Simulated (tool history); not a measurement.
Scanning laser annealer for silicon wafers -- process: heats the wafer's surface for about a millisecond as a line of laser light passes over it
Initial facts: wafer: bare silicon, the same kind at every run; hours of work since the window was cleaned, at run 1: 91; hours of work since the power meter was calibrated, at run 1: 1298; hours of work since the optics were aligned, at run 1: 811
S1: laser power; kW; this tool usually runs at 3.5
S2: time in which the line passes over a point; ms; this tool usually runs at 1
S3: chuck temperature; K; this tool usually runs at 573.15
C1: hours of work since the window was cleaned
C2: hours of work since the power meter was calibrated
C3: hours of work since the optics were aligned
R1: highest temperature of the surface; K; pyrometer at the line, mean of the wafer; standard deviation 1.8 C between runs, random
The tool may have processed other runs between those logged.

run    hour     S1    S2      S3   C1    C2   C3       R1
  1       0    3.5     1  573.15   91  1298  811  1309.15
       13.1  -- optics aligned, line set to its width
  2    46.9    3.5  1.04  573.15  119  1326   23  1345.15
  3   102.5    3.5     1  586.15  157  1363   60  1336.15
  4   165.9    3.5  0.78  573.15  199  1406  103  1244.15
  5   223.5    3.5  0.78  573.15  238  1445  142  1239.15
  6   265.6    3.5     1  573.15  266  1473  170  1316.15
  7   324.8    3.5     1  573.15  306  1513  210  1312.15
  8   379.9    3.5     1  573.15  343  1550  247  1308.15
  9   437.7    3.5     1  573.15  382  1589  286  1302.15
 10   531.2  3.578     1  573.15  445  1652  349  1323.15
 11   628.6    3.5     1  573.15  511  1718  414  1289.15
 12   718.8  3.062     1  573.15  571  1778  475  1171.15
 13   805.5  3.062     1  573.15  630  1837  534  1161.15
 14   893.9  3.122     1  573.15  689  1896  593  1173.15
 15   972.2    3.5     1  573.15  742  1949  646  1267.15
     1058.4  -- window over the wafer cleaned
 16  1061.7    3.5     1  573.15    2  2008  705  1313.15
 17  1118.4    3.5     1  544.15   40  2046  743  1279.15
 18  1214.1    3.5     1  573.15  105  2110  807  1301.15
     1228.1  -- optics aligned, line set to its width
 19  1301.1  2.986     1  573.15  160  2166   49  1179.15
 20    1360  2.986     1  573.15  200  2205   89  1176.15
 21  1428.1  2.986     1  573.15  246  2251  135  1172.15
 22  1504.4  2.986     1  573.15  297  2302  186  1164.15
 23  1600.7    3.5  0.89  543.15  362  2367  251  1233.15
     1612.4  -- laser's power meter calibrated
 24  1686.2    3.5  0.89  543.15  417    50  306  1226.15
 25  1760.6    3.5  0.89  543.15  467   100  357  1221.15
 26  1846.7    3.5  0.84  591.15  525   158  415  1247.15
 27  1894.9    3.5     1  573.15  558   190  447  1275.15
 28  1945.3    3.5  1.11  597.15  592   224  481  1328.15
 29  1985.3    3.5   0.8  586.15  619   251  508  1219.15
 30  2071.7  3.563  1.09  573.15  677   309  566  1310.15
 31    2132  3.563  1.09  573.15  717   350  607  1302.15
       2165  -- laser's power meter calibrated, once more
 32    2213  3.563  1.09  573.15  770    32  659  1315.15
     2257.1  -- window over the wafer cleaned
 33  2293.5  3.263  1.03  573.15   25    85  712  1262.15
 34  2340.5   3.77  1.07  593.15   56   117  744  1439.15
 35  2416.2   3.77  1.07  593.15  107   168  795  1431.15
     2449.6  -- optics aligned, line set to its width
 36  2471.6  3.675  1.15  573.15  141   202   15  1441.15
 37  2531.8  2.994  1.15  557.15  182   242   55  1212.15
 38  2601.2  2.994  1.15  575.15  228   289  102  1226.15
 39  2671.5  3.567  0.71  573.15  276   336  149  1236.15
 40  2752.2  2.983  0.73  564.15  330   391  204  1087.15

Per-run results on a tool with no hidden state, each run keeping its own random variation:
Hidden conditions of the tool in this case: light that passes the window, % of a clean one's; laser's true power over the reading, %; width of the line over the set one, %; drift of the gauge itself on peak_c, C.
run       R1
  1  1352.15
  2  1362.15
  3  1356.15
  4  1266.15
  5  1265.15
  6  1348.15
  7  1348.15
  8  1348.15
  9  1345.15
 10  1374.15
 11  1346.15
 12  1223.15
 13  1218.15
 14  1237.15
 15  1346.15
 16  1351.15
 17  1320.15
 18  1348.15
 19  1201.15
 20  1201.15
 21  1201.15
 22  1197.15
 23  1278.15
 24  1280.15
 25  1281.15
 26  1311.15
 27  1346.15
 28  1406.15
 29  1289.15
 30  1398.15
 31  1394.15
 32  1397.15
 33  1289.15
 34  1476.15
 35  1474.15
 36  1454.15
 37  1225.15
 38  1244.15
 39  1259.15
 40  1109.15
